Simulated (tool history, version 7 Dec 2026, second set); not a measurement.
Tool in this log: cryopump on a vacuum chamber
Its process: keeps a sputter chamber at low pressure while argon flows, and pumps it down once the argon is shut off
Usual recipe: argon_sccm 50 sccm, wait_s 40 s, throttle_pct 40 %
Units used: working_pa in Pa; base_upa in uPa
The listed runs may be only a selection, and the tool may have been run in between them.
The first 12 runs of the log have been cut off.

run,day,argon_sccm,wait_s,throttle_pct,working_pa,base_upa
13,22.050,50,40,25,0.1412,1.86
14,24.038,50,40,25,0.1449,1.85
15,25.088,50,40,25,0.1440,1.86
16,26.588,50,40,25,0.1466,1.83
17,28.029,50,40,25,0.1471,1.87
18,29.821,50,76,39,0.0986,1.24
19,31.504,50,76,39,0.0987,1.23
20,32.483,50,76,39,0.1007,1.23
21,33.933,50,76,22,0.1690,1.24
22,35.158,56,265,40,0.1111,0.75
# day 36.812: pump warmed up, emptied and cooled again
23,37.429,27,207,40,0.0470,0.69
24,38.392,27,207,40,0.0471,0.64
25,40.438,50,40,29,0.1211,1.88
26,42.196,54,40,29,0.1317,1.92
27,44.200,54,40,29,0.1326,1.95
28,45.267,32,140,26,0.0876,0.89
29,47.175,32,140,26,0.0875,0.90
30,48.967,32,140,26,0.0893,0.92
31,50.750,59,287,47,0.0947,0.69
32,51.717,59,287,47,0.0954,0.72
33,52.938,22,287,47,0.0363,0.73
34,54.108,50,31,17,0.2121,2.38

Branching from run 34: 4 alternative next runs. What would each branch give?
A,55.917,32,103,17,?,?
B,55.917,50,31,15,?,?
C,55.917,36,282,46,?,?
D,55.917,50,40,25,?,?

run,working_pa,base_upa
A,0.1367,1.13
B,0.2393,2.43
C,0.0618,0.79
D,0.1484,2.02
Stripped of hidden state, with their random variation kept, the same runs would have yielded:
run,working_pa,base_upa
A,0.1302,0.69
B,0.2292,1.99
C,0.0545,0.35
D,0.1383,1.58
